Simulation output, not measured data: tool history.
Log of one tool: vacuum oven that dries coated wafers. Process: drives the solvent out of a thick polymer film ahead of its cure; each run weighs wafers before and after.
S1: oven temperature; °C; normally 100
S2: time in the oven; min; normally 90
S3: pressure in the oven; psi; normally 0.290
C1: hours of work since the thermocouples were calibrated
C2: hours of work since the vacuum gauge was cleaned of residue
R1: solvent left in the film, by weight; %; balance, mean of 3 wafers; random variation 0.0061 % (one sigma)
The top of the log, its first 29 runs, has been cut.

run	hour	S1	S2	S3	C1	C2	R1
30	822.3	98	90	0.258	793	54	3.009
31	855.7	95	90	0.496	816	77	4.565
32	894.7	95	90	0.496	843	104	4.556
33	932.6	101	135	0.290	869	129	1.845
34	969.5	108	136	1.099	894	155	3.985
35	998.7	96	154	0.290	914	175	2.192
36	1019.2	90	154	1.005	928	189	7.286
37	1058.0	90	154	1.005	955	216	7.249

5 options for the next run, each taken on its own from the tool as it stands now. Forecast them:
A	1082.4	112	46	0.287	972	232	?
B	1082.4	92	90	0.339	972	232	?
C	1082.4	90	56	0.403	972	232	?
D	1082.4	112	154	1.005	972	232	?
E	1082.4	107	105	0.290	972	232	?

run	R1
A	3.073
B	4.395
C	6.500
D	3.122
E	1.644
Take away the tool's hidden state, keep each run's random variation, and the runs would have read:
run	R1
A	3.237
B	4.592
C	6.698
D	3.242
E	1.739
